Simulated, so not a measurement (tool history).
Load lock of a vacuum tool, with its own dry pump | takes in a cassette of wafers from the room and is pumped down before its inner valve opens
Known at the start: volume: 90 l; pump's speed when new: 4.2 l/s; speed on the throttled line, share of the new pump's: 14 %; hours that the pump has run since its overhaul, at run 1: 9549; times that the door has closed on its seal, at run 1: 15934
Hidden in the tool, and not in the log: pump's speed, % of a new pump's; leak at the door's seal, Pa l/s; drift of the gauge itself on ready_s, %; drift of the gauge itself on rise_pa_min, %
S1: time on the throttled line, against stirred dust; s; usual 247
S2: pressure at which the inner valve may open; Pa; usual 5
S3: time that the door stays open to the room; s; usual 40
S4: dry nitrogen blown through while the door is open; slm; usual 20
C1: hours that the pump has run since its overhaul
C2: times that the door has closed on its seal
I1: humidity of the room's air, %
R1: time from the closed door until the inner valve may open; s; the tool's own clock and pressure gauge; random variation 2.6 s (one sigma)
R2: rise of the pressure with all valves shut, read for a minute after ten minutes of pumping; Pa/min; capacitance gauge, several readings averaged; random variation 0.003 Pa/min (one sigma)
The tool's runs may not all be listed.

run 1 hour=0 | S1=247 S2=5 S3=40 S4=20 | C1=9549 C2=15934 | I1=42.3 | R1=479.8 R2=0.095
run 2 hour=296.6 | S1=247 S2=5 S3=40 S4=20 | C1=9846 C2=16901 | I1=44.2 | R1=479.8 R2=0.105
run 3 hour=494.5 | S1=247 S2=5 S3=40 S4=20 | C1=10044 C2=17546 | I1=42.6 | R1=482.1 R2=0.101
run 4 hour=667.4 | S1=378 S2=5 S3=40 S4=20 | C1=10217 C2=18109 | I1=43.7 | R1=590.5 R2=0.11
run 5 hour=986.3 | S1=378 S2=5 S3=40 S4=20 | C1=10536 C2=19148 | I1=45.2 | R1=593 R2=0.122
run 6 hour=1293.6 | S1=247 S2=5 S3=40 S4=20 | C1=10843 C2=20149 | I1=46.1 | R1=490.8 R2=0.124
-- hour=1376.4 dry pump taken out, an overhauled one fitted
run 7 hour=1626.8 | S1=247 S2=5 S3=40 S4=20 | C1=250 C2=21215 | I1=45.6 | R1=430 R2=0.142
run 8 hour=1830.3 | S1=247 S2=5 S3=40 S4=20 | C1=454 C2=21878 | I1=47.1 | R1=431 R2=0.137
run 9 hour=2035.7 | S1=247 S2=5 S3=43 S4=20 | C1=659 C2=22547 | I1=47.8 | R1=429.9 R2=0.147
run 10 hour=2252.3 | S1=247 S2=5 S3=43 S4=20 | C1=876 C2=23252 | I1=42.3 | R1=430.3 R2=0.148
run 11 hour=2488.3 | S1=247 S2=5 S3=40 S4=20 | C1=1112 C2=24021 | I1=43.7 | R1=437.6 R2=0.158
run 12 hour=2686.4 | S1=247 S2=5 S3=40 S4=20 | C1=1310 C2=24666 | I1=45.7 | R1=430.8 R2=0.16
run 13 hour=2836.7 | S1=188 S2=5 S3=40 S4=20 | C1=1460 C2=25156 | I1=44.3 | R1=387.8 R2=0.17
run 14 hour=3135.2 | S1=188 S2=5 S3=40 S4=20 | C1=1759 C2=26129 | I1=47.6 | R1=383.2 R2=0.176
run 15 hour=3378.4 | S1=188 S2=5 S3=40 S4=20 | C1=2002 C2=26921 | I1=44.4 | R1=391.6 R2=0.182
run 16 hour=3606 | S1=188 S2=5 S3=40 S4=20 | C1=2230 C2=27662 | I1=44.8 | R1=391.8 R2=0.191
run 17 hour=3914.2 | S1=188 S2=6 S3=136 S4=45 | C1=2538 C2=28666 | I1=42.3 | R1=380.4 R2=0.198
run 18 hour=4067.2 | S1=188 S2=9 S3=136 S4=45 | C1=2691 C2=29165 | I1=45.2 | R1=376.1 R2=0.215
run 19 hour=4315.6 | S1=433 S2=4 S3=136 S4=45 | C1=2939 C2=29974 | I1=46.6 | R1=611.9 R2=0.215
run 20 hour=4547.6 | S1=433 S2=4 S3=45 S4=28 | C1=3171 C2=30730 | I1=42.4 | R1=605 R2=0.212
run 21 hour=4849.1 | S1=205 S2=6 S3=67 S4=9 | C1=3473 C2=31712 | I1=46.5 | R1=406.6 R2=0.243
run 22 hour=5138.4 | S1=205 S2=6 S3=67 S4=9 | C1=3762 C2=32654 | I1=42 | R1=402.3 R2=0.256
run 23 hour=5487.5 | S1=247 S2=5 S3=40 S4=17 | C1=4111 C2=33792 | I1=45.3 | R1=445.3 R2=0.254
run 24 hour=5642.1 | S1=249 S2=5 S3=39 S4=5 | C1=4266 C2=34295 | I1=41.4 | R1=457.7 R2=0.27

4 ways to go on from here, each from the tool as it stands after run 24. What would each give?
run A hour=5932.4 | S1=249 S2=9 S3=41 S4=6 | C1=4556 C2=35241 | I1=44.2 | R1=? R2=?
run B hour=5932.4 | S1=247 S2=8 S3=40 S4=20 | C1=4556 C2=35241 | I1=47.3 | R1=? R2=?
run C hour=5932.4 | S1=249 S2=10 S3=39 S4=5 | C1=4556 C2=35241 | I1=47.8 | R1=? R2=?
run D hour=5932.4 | S1=423 S2=6 S3=40 S4=20 | C1=4556 C2=35241 | I1=46 | R1=? R2=?

run=A R1=435.6 R2=0.291
run=B R1=438.7 R2=0.279
run=C R1=437.2 R2=0.293
run=D R1=592.5 R2=0.273
Without the tool's hidden state the same runs would have given:
run=A R1=413.6 R2=0.038
run=B R1=416.3 R2=0.025
run=C R1=415.3 R2=0.04
run=D R1=572.1 R2=0.024
